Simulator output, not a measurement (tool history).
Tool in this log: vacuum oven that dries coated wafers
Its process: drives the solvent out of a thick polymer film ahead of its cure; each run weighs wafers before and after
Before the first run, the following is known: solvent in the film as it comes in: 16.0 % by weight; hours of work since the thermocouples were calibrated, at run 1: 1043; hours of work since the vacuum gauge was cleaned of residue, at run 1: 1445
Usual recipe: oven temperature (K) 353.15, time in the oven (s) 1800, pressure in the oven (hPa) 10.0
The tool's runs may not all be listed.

run	hour	oven temperature (K)	time in the oven (s)	pressure in the oven (hPa)	hours of work since the thermocouples were calibrated	hours of work since the vacuum gauge was cleaned of residue	solvent left in the film (%)
1	0.0	353.15	1800	10.0	1043	1445	2.24
2	39.6	353.15	1800	9.0	1074	1476	2.16
3	82.8	353.15	1800	10.0	1108	1510	2.25
4	107.7	353.15	1800	10.0	1127	1529	2.23
5	142.4	353.15	1800	13.9	1154	1556	2.72
6	174.1	353.15	1800	13.9	1179	1581	2.83
7	227.6	353.15	1800	13.9	1221	1622	2.79
8	276.0	353.15	1800	13.9	1258	1660	2.81
9	301.5	353.15	1800	13.9	1278	1680	2.79
# hour 336.0: oven's thermocouples calibrated
10	351.2	353.15	1800	13.9	12	1717	2.81
11	399.4	353.15	1800	13.9	49	1754	2.76
12	441.1	342.15	1140	10.1	82	1787	5.92
13	470.0	353.15	1800	21.7	104	1809	4.04
14	496.5	353.15	1800	21.7	125	1830	3.95
15	550.0	356.15	1800	29.7	167	1871	4.41
16	580.0	359.15	2100	10.0	190	1895	1.55
17	618.6	359.15	2100	10.0	220	1925	1.37
18	644.1	344.15	1260	26.1	240	1945	8.01
19	683.7	344.15	1260	5.5	271	1976	4.30
20	731.2	344.15	1260	5.5	308	2012	4.49

Forecast each of these 3 alternatives for the next run:
A	756.6	349.15	2700	13.3	327	2032	?
B	756.6	339.15	1260	24.6	327	2032	?
C	756.6	350.15	1080	29.3	327	2032	?

run	solvent left in the film (%)
A	2.81
B	9.33
C	7.15
Without the tool's hidden state the same runs would have given:
run	solvent left in the film (%)
A	2.80
B	9.31
C	7.13
